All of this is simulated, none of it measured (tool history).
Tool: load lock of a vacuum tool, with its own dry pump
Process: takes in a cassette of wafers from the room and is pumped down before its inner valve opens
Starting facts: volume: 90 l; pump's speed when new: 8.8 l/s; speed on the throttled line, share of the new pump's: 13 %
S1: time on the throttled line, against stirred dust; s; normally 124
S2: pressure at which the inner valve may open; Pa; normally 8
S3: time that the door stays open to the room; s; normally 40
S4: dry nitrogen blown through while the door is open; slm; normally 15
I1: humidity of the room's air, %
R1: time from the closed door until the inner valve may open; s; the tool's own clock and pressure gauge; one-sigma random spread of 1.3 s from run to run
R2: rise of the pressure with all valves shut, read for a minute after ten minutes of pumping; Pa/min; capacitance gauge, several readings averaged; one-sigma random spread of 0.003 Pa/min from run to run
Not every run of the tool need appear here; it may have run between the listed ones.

{"run": 1, "hour": 0.0, "S1": 124, "S2": 8, "S3": 40, "S4": 15, "I1": 44.6, "R1": 206.0, "R2": 0.022}
{"run": 2, "hour": 332.3, "S1": 124, "S2": 8, "S3": 40, "S4": 15, "I1": 42.1, "R1": 207.1, "R2": 0.022}
{"run": 3, "hour": 569.2, "S1": 124, "S2": 8, "S3": 40, "S4": 15, "I1": 43.6, "R1": 206.7, "R2": 0.022}
{"run": 4, "hour": 835.6, "S1": 124, "S2": 8, "S3": 53, "S4": 15, "I1": 45.3, "R1": 205.4, "R2": 0.018}
{"run": 5, "hour": 1188.7, "S1": 124, "S2": 8, "S3": 40, "S4": 27, "I1": 45.2, "R1": 207.9, "R2": 0.016}
{"run": 6, "hour": 1430.4, "S1": 124, "S2": 8, "S3": 40, "S4": 27, "I1": 45.2, "R1": 206.5, "R2": 0.017}
{"run": 7, "hour": 1777.4, "S1": 124, "S2": 8, "S3": 40, "S4": 15, "I1": 46.1, "R1": 205.1, "R2": 0.024}
{"run": 8, "hour": 1978.9, "S1": 124, "S2": 8, "S3": 40, "S4": 15, "I1": 47.1, "R1": 208.4, "R2": 0.024}
{"run": 9, "hour": 2272.2, "S1": 124, "S2": 8, "S3": 40, "S4": 15, "I1": 44.5, "R1": 206.9, "R2": 0.024}
{"hour": 2420.3, "done": "dry pump taken out, an overhauled one fitted"}
{"run": 10, "hour": 2507.5, "S1": 124, "S2": 8, "S3": 40, "S4": 15, "I1": 47.4, "R1": 204.5, "R2": 0.022}
{"run": 11, "hour": 2709.9, "S1": 124, "S2": 8, "S3": 40, "S4": 39, "I1": 45.6, "R1": 207.0, "R2": 0.018}
{"run": 12, "hour": 3032.0, "S1": 124, "S2": 8, "S3": 40, "S4": 39, "I1": 46.4, "R1": 205.0, "R2": 0.011}
{"run": 13, "hour": 3241.5, "S1": 124, "S2": 7, "S3": 40, "S4": 7, "I1": 42.0, "R1": 209.0, "R2": 0.027}
{"run": 14, "hour": 3531.9, "S1": 124, "S2": 7, "S3": 40, "S4": 7, "I1": 43.6, "R1": 207.8, "R2": 0.023}
{"run": 15, "hour": 3819.1, "S1": 124, "S2": 7, "S3": 40, "S4": 7, "I1": 48.1, "R1": 208.0, "R2": 0.025}
{"run": 16, "hour": 3977.4, "S1": 70, "S2": 11, "S3": 27, "S4": 15, "I1": 48.2, "R1": 155.6, "R2": 0.024}
{"run": 17, "hour": 4210.9, "S1": 124, "S2": 9, "S3": 41, "S4": 19, "I1": 45.3, "R1": 204.2, "R2": 0.019}
{"run": 18, "hour": 4463.3, "S1": 124, "S2": 9, "S3": 100, "S4": 6, "I1": 43.6, "R1": 207.3, "R2": 0.042}
{"run": 19, "hour": 4700.8, "S1": 124, "S2": 9, "S3": 100, "S4": 6, "I1": 45.9, "R1": 205.4, "R2": 0.044}
{"run": 20, "hour": 5039.4, "S1": 157, "S2": 8, "S3": 40, "S4": 15, "I1": 46.7, "R1": 235.2, "R2": 0.02}
{"run": 21, "hour": 5227.2, "S1": 188, "S2": 6, "S3": 40, "S4": 15, "I1": 45.7, "R1": 265.9, "R2": 0.016}

Consider 4 possible next runs. They are alternatives, not a sequence: every one starts from the tool as it was left by run 21. What does each give?
{"run": "A", "hour": 5447.5, "S1": 236, "S2": 6, "S3": 40, "S4": 15, "I1": 43.4, "R1": "?", "R2": "?"}
{"run": "B", "hour": 5447.5, "S1": 226, "S2": 8, "S3": 85, "S4": 6, "I1": 47.3, "R1": "?", "R2": "?"}
{"run": "C", "hour": 5447.5, "S1": 69, "S2": 16, "S3": 33, "S4": 15, "I1": 45.7, "R1": "?", "R2": "?"}
{"run": "D", "hour": 5447.5, "S1": 100, "S2": 10, "S3": 40, "S4": 23, "I1": 51.0, "R1": "?", "R2": "?"}

run=A R1=305.5 R2=0.020
run=B R1=292.9 R2=0.040
run=C R1=149.1 R2=0.023
run=D R1=184.0 R2=0.020
What these runs would have given with no unlogged condition in the tool:
run=A R1=305.5 R2=0.018
run=B R1=292.9 R2=0.038
run=C R1=149.1 R2=0.021
run=D R1=183.9 R2=0.018

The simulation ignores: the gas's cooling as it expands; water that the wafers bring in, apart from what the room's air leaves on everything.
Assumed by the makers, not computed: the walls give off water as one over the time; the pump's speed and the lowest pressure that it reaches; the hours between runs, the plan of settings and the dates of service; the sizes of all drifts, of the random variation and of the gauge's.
